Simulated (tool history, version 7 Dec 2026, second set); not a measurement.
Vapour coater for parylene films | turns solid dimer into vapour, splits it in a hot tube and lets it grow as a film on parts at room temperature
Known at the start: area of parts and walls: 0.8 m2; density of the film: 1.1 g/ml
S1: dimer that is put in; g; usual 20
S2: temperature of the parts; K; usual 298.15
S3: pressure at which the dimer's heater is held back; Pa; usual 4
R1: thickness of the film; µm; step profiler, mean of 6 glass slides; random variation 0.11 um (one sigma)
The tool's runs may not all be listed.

| run | hour | S1 | S2 | S3 | R1 |
|---|---|---|---|---|---|
| 1 | 0 | 20 | 298.15 | 4 | 14.06 |
| 2 | 13.4 | 20 | 298.15 | 4 | 13.85 |
| 3 | 28.7 | 20 | 298.15 | 4 | 13.91 |
| 4 | 39 | 20 | 298.15 | 4 | 13.64 |
| 5 | 55.8 | 20 | 298.15 | 4 | 13.71 |
| 6 | 63.5 | 20 | 298.15 | 4 | 13.65 |
| 7 | 73.4 | 20 | 298.15 | 4 | 13.79 |
| 8 | 81.4 | 20 | 298.15 | 4 | 13.77 |
| 9 | 97.9 | 20 | 298.15 | 4 | 13.53 |
| 10 | 113.7 | 20 | 298.15 | 4 | 13.71 |
| 11 | 123.6 | 20 | 298.15 | 4 | 13.62 |
| 12 | 137.9 | 20 | 298.15 | 4 | 13.95 |
| 13 | 153.5 | 20 | 298.15 | 4 | 13.62 |
| 14 | 160.4 | 20 | 298.15 | 4 | 13.67 |
| 15 | 175 | 21 | 295.15 | 8.57 | 13.94 |
| 16 | 185.9 | 35 | 290.15 | 11.29 | 26.13 |
| 17 | 201.3 | 13 | 302.15 | 4.2 | 7.73 |
| 18 | 209.2 | 13 | 302.15 | 4.2 | 7.76 |
| 19 | 225.4 | 13 | 302.15 | 4.2 | 7.64 |
| 20 | 237.6 | 11 | 295.15 | 8.64 | 7.36 |
| 21 | 251 | 22 | 302.15 | 8.68 | 11.71 |
| 22 | 265.3 | 20 | 292.15 | 4.59 | 15.69 |
| 23 | 281.1 | 23 | 298.15 | 4.86 | 14.95 |
| 24 | 291.6 | 35 | 304.15 | 4.86 | 18.73 |
| 25 | 302.4 | 35 | 304.15 | 4.86 | 18.89 |
| 26 | 317.7 | 20 | 306.15 | 5.89 | 9.84 |
| 27 | 330.7 | 20 | 306.15 | 5.89 | 10.08 |

3 ways to go on from here, each from the tool as it stands after run 27. What would each give?
| A | 338.1 | 10 | 306.15 | 5.89 | ? |
| B | 338.1 | 20 | 294.15 | 5.89 | ? |
| C | 338.1 | 20 | 306.15 | 4.89 | ? |

| run | R1 |
|---|---|
| A | 4.9 |
| B | 14.31 |
| C | 10.19 |
Without the tool's hidden state the same runs would have given:
| run | R1 |
|---|---|
| A | 5.17 |
| B | 15.11 |
| C | 10.76 |
